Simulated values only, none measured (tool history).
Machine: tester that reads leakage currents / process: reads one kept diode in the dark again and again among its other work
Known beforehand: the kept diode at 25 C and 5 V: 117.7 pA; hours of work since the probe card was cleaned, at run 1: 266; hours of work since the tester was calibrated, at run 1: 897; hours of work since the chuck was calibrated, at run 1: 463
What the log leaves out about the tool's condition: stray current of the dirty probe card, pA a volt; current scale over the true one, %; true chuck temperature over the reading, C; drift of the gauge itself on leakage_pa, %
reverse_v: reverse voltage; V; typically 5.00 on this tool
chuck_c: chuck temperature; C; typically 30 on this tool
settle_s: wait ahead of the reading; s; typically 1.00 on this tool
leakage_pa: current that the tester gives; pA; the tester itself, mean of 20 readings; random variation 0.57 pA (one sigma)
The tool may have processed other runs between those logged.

run,hour,reverse_v,chuck_c,settle_s,hours of work since the probe card was cleaned,hours of work since the tester was calibrated,hours of work since the chuck was calibrated,leakage_pa
1,0.0,5.00,30,1.00,266,897,463,188.05
2,88.3,5.00,30,1.00,316,948,514,188.35
3,156.5,5.00,30,1.00,355,987,553,189.14
# hour 175.4: chuck's temperature calibrated
4,209.9,5.00,30,1.00,385,1016,20,188.79
5,306.5,5.00,30,1.00,440,1071,75,188.60
6,368.9,5.00,30,1.00,476,1107,111,187.00
7,486.1,5.00,30,1.00,543,1174,178,188.61
8,568.8,5.00,30,1.00,590,1221,225,188.42
9,649.4,5.00,30,1.00,636,1267,271,188.34
10,759.7,5.00,30,1.00,699,1331,334,188.47
11,870.7,5.00,30,1.00,762,1394,398,188.53
12,941.3,12.96,30,1.00,803,1434,438,306.92
13,997.6,5.00,30,1.00,835,1467,470,188.16
14,1059.1,5.00,30,1.00,870,1502,505,188.58
15,1127.7,5.00,37,1.00,909,1541,545,349.20
# hour 1166.8: chuck's temperature calibrated
16,1188.8,5.00,30,1.00,943,1575,13,187.55
17,1260.0,5.00,30,1.00,984,1616,53,188.15
18,1366.5,5.00,30,2.95,1045,1676,114,186.78
19,1480.6,5.00,30,2.95,1110,1742,179,187.38
20,1599.3,5.00,30,1.00,1178,1810,247,188.00
21,1648.4,5.00,30,1.00,1206,1838,275,187.31
22,1700.2,8.54,35,0.99,1236,1867,305,383.48
23,1762.5,5.00,38,1.00,1271,1903,341,380.11
24,1819.0,5.00,35,0.75,1304,1935,373,293.69
25,1892.7,2.82,27,1.00,1346,1977,415,106.57
26,1973.5,5.28,52,0.32,1392,2024,461,1239.71
27,2093.0,5.00,23,1.00,1460,2092,530,99.49
# hour 2151.1: chuck's temperature calibrated
28,2215.4,7.47,30,1.00,1529,2161,37,231.44
29,2305.4,5.00,43,1.00,1581,2212,88,578.37
30,2360.0,5.00,43,1.00,1612,2243,119,581.04
31,2417.0,5.00,46,6.26,1644,2276,152,744.65
32,2485.0,5.00,46,6.26,1683,2315,191,740.52
33,2534.7,1.98,29,1.00,1712,2343,219,107.16
34,2644.0,14.30,27,4.24,1774,2406,282,243.49
35,2746.1,5.00,30,3.22,1833,2464,340,187.91
36,2796.1,5.00,42,5.75,1861,2493,369,532.35
37,2916.0,1.10,22,0.92,1930,2561,437,41.35
38,3035.2,3.34,50,1.00,1998,2630,506,837.24
39,3117.2,3.94,31,0.87,2045,2676,552,183.10
# hour 3136.9: chuck's temperature calibrated
40,3237.2,2.28,55,7.31,2112,2744,57,1015.67

Pick out some run-to-run changes in leakage_pa. Of each, how much would a tool without hidden state show as well, from the settings, what came in and chance, and how much is left for the hidden state and any gauge scatter not in both results compared?
Run 25 -> 26: reverse_v 2.82 -> 5.28, chuck_c 27 -> 52, settle_s 1.00 -> 0.32. leakage_pa +1133.14 pA: hidden state -0.99, all else +1134.13.
Run 26 -> 27: reverse_v 5.28 -> 5.00, chuck_c 52 -> 23, settle_s 0.32 -> 1.00. leakage_pa -1140.22 pA: hidden state +1.02, all else -1141.24.
Run 37 -> 38: reverse_v 1.10 -> 3.34, chuck_c 22 -> 50, settle_s 0.92 -> 1.00. leakage_pa +795.89 pA: hidden state -0.86, all else +796.75.
Run 39 -> 40: reverse_v 3.94 -> 2.28, chuck_c 31 -> 55, settle_s 0.87 -> 7.31, chuck's temperature calibrated. leakage_pa +832.57 pA: hidden state -0.19, all else +832.76.
